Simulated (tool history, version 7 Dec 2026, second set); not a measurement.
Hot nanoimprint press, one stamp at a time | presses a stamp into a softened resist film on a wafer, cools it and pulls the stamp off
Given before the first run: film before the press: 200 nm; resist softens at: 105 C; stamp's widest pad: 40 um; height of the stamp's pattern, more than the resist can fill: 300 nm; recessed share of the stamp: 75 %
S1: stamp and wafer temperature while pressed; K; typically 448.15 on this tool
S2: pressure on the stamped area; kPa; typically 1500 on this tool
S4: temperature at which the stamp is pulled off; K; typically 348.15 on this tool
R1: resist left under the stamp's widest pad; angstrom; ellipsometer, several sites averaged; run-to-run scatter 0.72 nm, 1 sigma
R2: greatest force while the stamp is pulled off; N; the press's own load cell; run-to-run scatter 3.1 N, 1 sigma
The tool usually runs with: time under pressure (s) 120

run 1 hour=0.0 | S1=448.15 S2=1500 time_under_pressure_(s)=120 S4=348.15 | R1=864 R2=145
run 2 hour=23.6 | S1=447.15 S2=1500 time_under_pressure_(s)=120 S4=348.15 | R1=884 R2=151
run 3 hour=69.8 | S1=447.15 S2=1500 time_under_pressure_(s)=120 S4=348.15 | R1=871 R2=146
-- hour=92.2 plate thermocouple calibrated
-- hour=126.5 press's hydraulic seals changed and the load cell set to zero
run 4 hour=126.5 | S1=448.15 S2=1500 time_under_pressure_(s)=120 S4=337.15 | R1=864 R2=183
run 5 hour=172.8 | S1=448.15 S2=1500 time_under_pressure_(s)=120 S4=337.15 | R1=862 R2=180
run 6 hour=197.8 | S1=448.15 S2=1500 time_under_pressure_(s)=187 S4=348.15 | R1=714 R2=148
run 7 hour=242.4 | S1=437.15 S2=1500 time_under_pressure_(s)=120 S4=348.15 | R1=1270 R2=148
run 8 hour=264.5 | S1=437.15 S2=1500 time_under_pressure_(s)=120 S4=348.15 | R1=1271 R2=145
run 9 hour=291.1 | S1=448.15 S2=1500 time_under_pressure_(s)=120 S4=348.15 | R1=852 R2=149
run 10 hour=314.5 | S1=448.15 S2=1500 time_under_pressure_(s)=120 S4=348.15 | R1=857 R2=150
run 11 hour=351.3 | S1=448.15 S2=1500 time_under_pressure_(s)=120 S4=348.15 | R1=862 R2=148
run 12 hour=380.9 | S1=447.15 S2=1500 time_under_pressure_(s)=120 S4=348.15 | R1=888 R2=147
run 13 hour=401.7 | S1=447.15 S2=1500 time_under_pressure_(s)=120 S4=348.15 | R1=897 R2=146
run 14 hour=429.8 | S1=447.15 S2=1500 time_under_pressure_(s)=120 S4=348.15 | R1=885 R2=148
run 15 hour=466.4 | S1=448.15 S2=1500 time_under_pressure_(s)=129 S4=348.15 | R1=846 R2=142
run 16 hour=485.6 | S1=448.15 S2=1500 time_under_pressure_(s)=207 S4=348.15 | R1=700 R2=149
run 17 hour=512.5 | S1=448.15 S2=1500 time_under_pressure_(s)=93 S4=348.15 | R1=928 R2=143
run 18 hour=536.4 | S1=448.15 S2=1510 time_under_pressure_(s)=216 S4=348.15 | R1=692 R2=138
run 19 hour=557.9 | S1=448.15 S2=1030 time_under_pressure_(s)=120 S4=348.15 | R1=1028 R2=148
run 20 hour=580.5 | S1=448.15 S2=1030 time_under_pressure_(s)=120 S4=348.15 | R1=1037 R2=145
run 21 hour=620.4 | S1=447.15 S2=1450 time_under_pressure_(s)=120 S4=348.15 | R1=913 R2=148
run 22 hour=657.5 | S1=438.15 S2=1500 time_under_pressure_(s)=63 S4=348.15 | R1=1448 R2=148
run 23 hour=687.5 | S1=450.15 S2=1500 time_under_pressure_(s)=63 S4=337.15 | R1=996 R2=185
run 24 hour=717.0 | S1=450.15 S2=1500 time_under_pressure_(s)=63 S4=337.15 | R1=1001 R2=181
run 25 hour=754.4 | S1=442.15 S2=1500 time_under_pressure_(s)=120 S4=353.15 | R1=1074 R2=131
-- hour=761.2 plate thermocouple calibrated
run 26 hour=794.0 | S1=448.15 S2=1250 time_under_pressure_(s)=120 S4=337.15 | R1=935 R2=180
run 27 hour=839.3 | S1=439.15 S2=2030 time_under_pressure_(s)=229 S4=349.15 | R1=818 R2=142
run 28 hour=876.2 | S1=448.15 S2=2290 time_under_pressure_(s)=93 S4=337.15 | R1=756 R2=178
run 29 hour=923.6 | S1=442.15 S2=1110 time_under_pressure_(s)=127 S4=347.15 | R1=1194 R2=147
run 30 hour=954.8 | S1=451.15 S2=1510 time_under_pressure_(s)=179 S4=341.15 | R1=656 R2=167
run 31 hour=981.1 | S1=451.15 S2=1510 time_under_pressure_(s)=179 S4=341.15 | R1=664 R2=170

3 options for the next run, each taken on its own from the tool as it stands now. Forecast them:
run A hour=1022.1 | S1=448.15 S2=1500 time_under_pressure_(s)=156 S4=338.15 | R1=? R2=?
run B hour=1022.1 | S1=448.15 S2=1500 time_under_pressure_(s)=165 S4=348.15 | R1=? R2=?
run C hour=1022.1 | S1=451.15 S2=1510 time_under_pressure_(s)=179 S4=354.15 | R1=? R2=?

run=A R1=778 R2=172
run=B R1=762 R2=149
run=C R1=652 R2=127
Had the tool no hidden state, the same runs would have come out as:
run=A R1=777 R2=170
run=B R1=762 R2=147
run=C R1=651 R2=126

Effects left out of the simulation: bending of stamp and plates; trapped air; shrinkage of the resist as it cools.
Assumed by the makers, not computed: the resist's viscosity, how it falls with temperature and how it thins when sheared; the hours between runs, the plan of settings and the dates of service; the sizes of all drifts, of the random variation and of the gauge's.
